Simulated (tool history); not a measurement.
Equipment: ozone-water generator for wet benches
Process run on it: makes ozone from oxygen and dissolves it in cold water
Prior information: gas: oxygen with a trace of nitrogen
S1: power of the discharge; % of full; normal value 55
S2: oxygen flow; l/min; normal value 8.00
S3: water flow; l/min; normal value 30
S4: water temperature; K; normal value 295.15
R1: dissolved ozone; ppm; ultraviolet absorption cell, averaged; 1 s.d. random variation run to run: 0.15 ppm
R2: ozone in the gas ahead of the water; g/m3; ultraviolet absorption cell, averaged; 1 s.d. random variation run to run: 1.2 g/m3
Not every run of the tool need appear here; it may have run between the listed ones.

run	hour	S1	S2	S3	S4	R1	R2
1	0.0	55	8.00	30	295.15	17.8	225.7
2	170.9	55	8.00	30	295.15	17.8	224.2
# hour 285.6: water thermometer calibrated
3	293.5	55	8.00	30	295.15	17.5	223.1
4	432.8	55	8.00	30	302.15	15.9	224.5
5	617.0	55	6.23	30	295.15	17.1	249.5
6	724.7	70	8.00	30	295.15	21.3	270.3
7	815.0	70	4.69	30	295.15	19.9	340.7
8	990.9	70	4.69	30	295.15	19.7	340.2
9	1109.5	85	12.52	30	298.15	23.8	259.3
10	1300.9	85	12.72	30	298.15	23.5	256.0
11	1492.2	85	11.70	30	298.15	23.6	266.3
12	1632.8	85	11.70	30	298.15	23.7	268.6
13	1794.4	85	11.70	30	298.15	23.6	264.2
14	1877.9	45	8.00	32	295.15	14.3	192.8

What if the next run were any one of these 4? Each begins from the tool's condition after run 14:
A	1969.8	44	8.00	31	297.15	?	?
B	1969.8	54	8.00	31	293.15	?	?
C	1969.8	71	8.00	30	295.15	?	?
D	1969.8	86	8.00	20	295.15	?	?

run	R1	R2
A	14.1	189.5
B	17.3	221.6
C	21.5	271.8
D	36.0	316.5
With no hidden state in the tool, these same runs would have given:
run	R1	R2
A	14.1	189.5
B	17.3	221.7
C	21.5	271.9
D	36.1	316.6

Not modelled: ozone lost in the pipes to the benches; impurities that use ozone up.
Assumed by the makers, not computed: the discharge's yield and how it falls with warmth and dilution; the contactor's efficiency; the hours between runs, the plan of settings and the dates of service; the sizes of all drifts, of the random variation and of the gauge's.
